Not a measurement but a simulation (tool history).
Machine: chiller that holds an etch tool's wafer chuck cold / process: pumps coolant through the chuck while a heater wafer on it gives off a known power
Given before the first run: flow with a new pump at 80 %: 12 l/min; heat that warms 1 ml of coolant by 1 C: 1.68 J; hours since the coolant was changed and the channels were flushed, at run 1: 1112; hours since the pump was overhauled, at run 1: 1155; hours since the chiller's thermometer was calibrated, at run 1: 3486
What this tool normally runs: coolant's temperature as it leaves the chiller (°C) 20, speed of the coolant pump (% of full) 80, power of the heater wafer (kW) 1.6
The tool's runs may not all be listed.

run	hour	coolant's temperature as it leaves the chiller (°C)	speed of the coolant pump (% of full)	power of the heater wafer (kW)	hours since the coolant was changed and the channels were flushed	hours since the pump was overhauled	hours since the chiller's thermometer was calibrated	chuck's temperature once it has settled (°C)	how much warmer the coolant comes back (C)
1	0	20	80	1.6	1112	1155	3486	33.5	4.83
2	23	20	80	1.6	1135	1178	3509	33.6	4.75
3	50.1	20	96	1.6	1162	1205	3536	31.9	4.06
4	74.7	20	96	1.6	1186	1230	3561	31.8	4.01
5	94.2	20	96	1.6	1206	1250	3581	31.9	4.1
6	116.2	20	96	1.6	1228	1272	3602	31.8	3.98
7	144.7	20	96	1.6	1256	1300	3631	31.7	4.05
8	159.4	20	96	1.6	1271	1315	3646	31.8	4
9	189.5	15	96	1.6	1301	1345	3676	26.8	4.12
10	217.2	20	80	1.6	1329	1373	3703	33.6	4.95
11	245.8	20	80	1.515	1358	1401	3732	32.8	4.66
12	264.5	20	80	1.515	1376	1420	3751	32.9	4.7
13	285.6	19	80	1.515	1397	1441	3772	31.9	4.67
14	316.2	19	80	1.515	1428	1472	3802	31.8	4.71
15	337.1	20	80	1.6	1449	1492	3823	33.6	4.96
16	351.1	20	62	1.6	1463	1507	3837	36.5	6.29
17	365.9	20	62	1.6	1478	1521	3852	36.5	6.35
18	380.4	10	66	2.243	1492	1536	3867	32	8.23
19	396.2	14	80	0.804	1508	1552	3882	20.9	2.61
20	417.5	14	80	0.804	1529	1573	3904	20.7	2.73
21	437.8	14	80	0.804	1549	1593	3924	20.7	2.63
22	453.1	11	80	1.94	1565	1608	3939	27.4	5.98
23	482.5	11	80	1.94	1594	1638	3969	27.3	6.12
24	514.5	20	80	1.739	1626	1670	4001	34.8	5.45
25	540.1	20	80	1.739	1652	1695	4026	34.7	5.48
26	554.5	28	90	0.874	1666	1710	4041	34.9	2.63
27	583.5	20	70	1.6	1695	1739	4070	35	5.83
28	609.2	18	80	1.6	1721	1765	4096	31.6	5.15
29	636.2	18	80	1.661	1748	1792	4123	32.1	5.24
30	649.9	18	80	1.661	1762	1805	4136	32.1	5.31
# hour 680.8: gauge calibrated
31	681.9	18	80	1.661	1794	1837	4168	32.1	4.93

How the hidden state differs across the entries between the runs, from the last listed run before each to the first after it:
Run 30 -> run 31: gauge calibrated (hour 680.8)
  drift of the gauge itself on warmer_back_c, C: 0.38 -> 0
  difference, measured minus the result without the unlogged condition, how much warmer the coolant comes back (C): +0.38 -> +0
